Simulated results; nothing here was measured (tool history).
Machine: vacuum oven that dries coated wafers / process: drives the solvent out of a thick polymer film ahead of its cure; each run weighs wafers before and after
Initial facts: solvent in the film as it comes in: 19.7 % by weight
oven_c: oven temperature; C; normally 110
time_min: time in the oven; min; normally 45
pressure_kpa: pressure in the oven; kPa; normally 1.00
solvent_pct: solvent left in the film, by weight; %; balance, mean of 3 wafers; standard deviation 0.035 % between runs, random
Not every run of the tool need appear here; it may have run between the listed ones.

run   hour  oven_c  time_min  pressure_kpa  solvent_pct
  1    0.0     110        45          1.00         1.37
  2    6.2     110        45          1.00         1.37
  3   12.9     110        45          1.00         1.33
  4   24.1     110        45          1.00         1.41
  5   33.6     110        45          1.00         1.38
  6   41.0     110        45          1.00         1.41
  7   46.7     110        32          1.00         2.50
  8   55.3     110        32          2.19         2.99
  9   65.9     110        32          2.19         2.94
 10   75.5     110        32          2.19         2.95
 11   81.4     110        32          2.19         2.97
 12   86.8     110        32          2.19         2.96
 13   97.1     100        32          0.54         5.58
 14  102.4     109        49          0.99         1.36
 15  107.9     124        38          0.99         0.42
 16  118.4     110        22          1.94         4.68
     121.4  -- oven's thermocouples calibrated
 17  129.9     110        22          1.94         4.77

The next listed run, before its measurement:
 18  139.7     110        22          1.94            ?

For run 18 the tool returned solvent_pct 4.70 %.
On a tool with no hidden condition, and with the same random variation, this run would have come out at solvent_pct 4.27 %.

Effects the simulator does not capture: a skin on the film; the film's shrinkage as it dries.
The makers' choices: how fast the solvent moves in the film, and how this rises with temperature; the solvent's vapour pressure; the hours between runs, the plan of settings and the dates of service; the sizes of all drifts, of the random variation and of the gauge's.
